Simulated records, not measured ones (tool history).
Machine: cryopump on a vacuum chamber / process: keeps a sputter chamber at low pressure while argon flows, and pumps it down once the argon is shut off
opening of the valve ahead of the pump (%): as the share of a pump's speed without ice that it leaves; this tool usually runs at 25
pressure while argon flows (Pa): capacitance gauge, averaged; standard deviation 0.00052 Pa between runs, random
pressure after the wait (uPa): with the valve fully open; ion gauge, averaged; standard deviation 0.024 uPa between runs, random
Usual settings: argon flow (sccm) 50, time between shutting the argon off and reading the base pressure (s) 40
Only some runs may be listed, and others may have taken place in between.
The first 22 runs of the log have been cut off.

run	hour	argon flow (sccm)	time between shutting the argon off and reading the base pressure (s)	opening of the valve ahead of the pump (%)	pressure while argon flows (Pa)	pressure after the wait (uPa)
23	1304.5	50	165	25	0.1623	1.40
24	1356.7	50	165	25	0.1626	1.48
25	1429.6	29	138	57	0.0427	1.58
26	1506.8	71	32	25	0.2313	2.39
27	1596.3	71	32	54	0.1107	2.50
28	1670.6	71	32	54	0.1112	2.60
29	1725.2	66	32	18	0.2975	2.59
30	1814.6	66	32	18	0.2984	2.76
31	1858.4	66	32	18	0.2975	2.81
32	1904.8	66	22	18	0.3005	3.18
33	1958.8	41	258	20	0.1677	2.02
34	2016.2	33	143	23	0.1185	2.19

Here are 3 independent what-if runs from the current tool condition. What would each one return?
A	2084.6	43	248	38	?	?
B	2084.6	50	273	56	?	?
C	2084.6	78	101	25	?	?

run	pressure while argon flows (Pa)	pressure after the wait (uPa)
A	0.0962	2.13
B	0.0778	2.09
C	0.2583	2.38
Without the tool's hidden state the same runs would have given:
run	pressure while argon flows (Pa)	pressure after the wait (uPa)
A	0.0904	0.26
B	0.0711	0.23
C	0.2478	0.49
